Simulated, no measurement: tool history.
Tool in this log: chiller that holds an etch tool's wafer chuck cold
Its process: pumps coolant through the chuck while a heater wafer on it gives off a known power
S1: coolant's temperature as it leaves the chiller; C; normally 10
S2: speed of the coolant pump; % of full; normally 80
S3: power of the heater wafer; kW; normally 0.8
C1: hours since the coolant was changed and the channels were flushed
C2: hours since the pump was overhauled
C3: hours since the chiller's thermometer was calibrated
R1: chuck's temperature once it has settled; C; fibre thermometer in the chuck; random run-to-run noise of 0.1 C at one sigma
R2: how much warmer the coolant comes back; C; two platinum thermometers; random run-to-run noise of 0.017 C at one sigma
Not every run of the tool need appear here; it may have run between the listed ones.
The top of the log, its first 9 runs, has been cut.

{"run": 10, "hour": 339.9, "S1": 10, "S2": 62, "S3": 0.8, "C1": 4354, "C2": 1038, "C3": 1612, "R1": 19.1, "R2": 3.57}
{"run": 11, "hour": 376.3, "S1": 10, "S2": 62, "S3": 0.934, "C1": 4390, "C2": 1074, "C3": 1649, "R1": 20.7, "R2": 4.18}
{"run": 12, "hour": 424.8, "S1": 6, "S2": 62, "S3": 0.934, "C1": 4439, "C2": 1123, "C3": 1697, "R1": 16.6, "R2": 4.2}
{"run": 13, "hour": 456.7, "S1": 6, "S2": 62, "S3": 0.934, "C1": 4470, "C2": 1154, "C3": 1729, "R1": 16.6, "R2": 4.16}
{"run": 14, "hour": 494.4, "S1": 6, "S2": 80, "S3": 0.8, "C1": 4508, "C2": 1192, "C3": 1767, "R1": 13.7, "R2": 2.74}
{"run": 15, "hour": 524.0, "S1": 10, "S2": 80, "S3": 0.827, "C1": 4538, "C2": 1222, "C3": 1796, "R1": 18, "R2": 2.84}
{"run": 16, "hour": 568.2, "S1": 10, "S2": 77, "S3": 0.827, "C1": 4582, "C2": 1266, "C3": 1841, "R1": 18.2, "R2": 2.93}
{"run": 17, "hour": 598.5, "S1": 5, "S2": 64, "S3": 0.905, "C1": 4612, "C2": 1296, "C3": 1871, "R1": 15, "R2": 3.91}
{"run": 18, "hour": 646.7, "S1": 12, "S2": 70, "S3": 1.1, "C1": 4660, "C2": 1345, "C3": 1919, "R1": 23.5, "R2": 4.34}
{"run": 19, "hour": 685.7, "S1": 12, "S2": 70, "S3": 1.1, "C1": 4699, "C2": 1383, "C3": 1958, "R1": 23.5, "R2": 4.36}
{"run": 20, "hour": 722.2, "S1": 16, "S2": 93, "S3": 0.77, "C1": 4736, "C2": 1420, "C3": 1995, "R1": 22.5, "R2": 2.25}
{"run": 21, "hour": 762.8, "S1": 14, "S2": 84, "S3": 0.8, "C1": 4777, "C2": 1461, "C3": 2035, "R1": 21.4, "R2": 2.63}
{"run": 22, "hour": 808.4, "S1": 6, "S2": 68, "S3": 0.8, "C1": 4822, "C2": 1506, "C3": 2081, "R1": 14.4, "R2": 3.26}
{"run": 23, "hour": 856.8, "S1": 10, "S2": 67, "S3": 0.868, "C1": 4871, "C2": 1555, "C3": 2129, "R1": 19.1, "R2": 3.58}
{"run": 24, "hour": 881.7, "S1": 10, "S2": 67, "S3": 0.868, "C1": 4895, "C2": 1579, "C3": 2154, "R1": 19.4, "R2": 3.63}
{"run": 25, "hour": 927.0, "S1": 10, "S2": 80, "S3": 0.521, "C1": 4941, "C2": 1625, "C3": 2199, "R1": 14.9, "R2": 1.82}
{"run": 26, "hour": 956.2, "S1": 2, "S2": 60, "S3": 1.031, "C1": 4970, "C2": 1654, "C3": 2229, "R1": 13.9, "R2": 4.78}
{"run": 27, "hour": 980.8, "S1": 1, "S2": 61, "S3": 0.812, "C1": 4995, "C2": 1679, "C3": 2253, "R1": 10.3, "R2": 3.7}
{"run": 28, "hour": 1001.5, "S1": 10, "S2": 63, "S3": 0.893, "C1": 5015, "C2": 1699, "C3": 2274, "R1": 19.9, "R2": 3.94}
{"run": 29, "hour": 1043.8, "S1": 10, "S2": 63, "S3": 0.893, "C1": 5058, "C2": 1742, "C3": 2316, "R1": 20.1, "R2": 3.95}
{"run": 30, "hour": 1082.3, "S1": 7, "S2": 64, "S3": 0.893, "C1": 5096, "C2": 1780, "C3": 2355, "R1": 16.8, "R2": 3.89}
{"run": 31, "hour": 1123.5, "S1": 7, "S2": 64, "S3": 0.893, "C1": 5137, "C2": 1821, "C3": 2396, "R1": 16.9, "R2": 3.89}

Branching from run 31: 3 alternative next runs. What would each branch give?
{"hour": 1167.8, "done": "chiller's thermometer calibrated"}
{"run": "A", "hour": 1167.8, "S1": 19, "S2": 80, "S3": 0.8, "C1": 5181, "C2": 1865, "C3": 0, "R1": "?", "R2": "?"}
{"hour": 1167.8, "done": "chiller's thermometer calibrated"}
{"run": "B", "hour": 1167.8, "S1": 3, "S2": 81, "S3": 0.855, "C1": 5181, "C2": 1865, "C3": 0, "R1": "?", "R2": "?"}
{"hour": 1167.8, "done": "chiller's thermometer calibrated"}
{"run": "C", "hour": 1167.8, "S1": 7, "S2": 73, "S3": 0.893, "C1": 5181, "C2": 1865, "C3": 0, "R1": "?", "R2": "?"}

run=A R1=27 R2=2.75
run=B R1=11.3 R2=2.94
run=C R1=16.3 R2=3.38
With the hidden condition removed and each run's random variation left untouched, the same runs would have given:
run=A R1=26.1 R2=2.71
run=B R1=10.4 R2=2.89
run=C R1=15.4 R2=3.32

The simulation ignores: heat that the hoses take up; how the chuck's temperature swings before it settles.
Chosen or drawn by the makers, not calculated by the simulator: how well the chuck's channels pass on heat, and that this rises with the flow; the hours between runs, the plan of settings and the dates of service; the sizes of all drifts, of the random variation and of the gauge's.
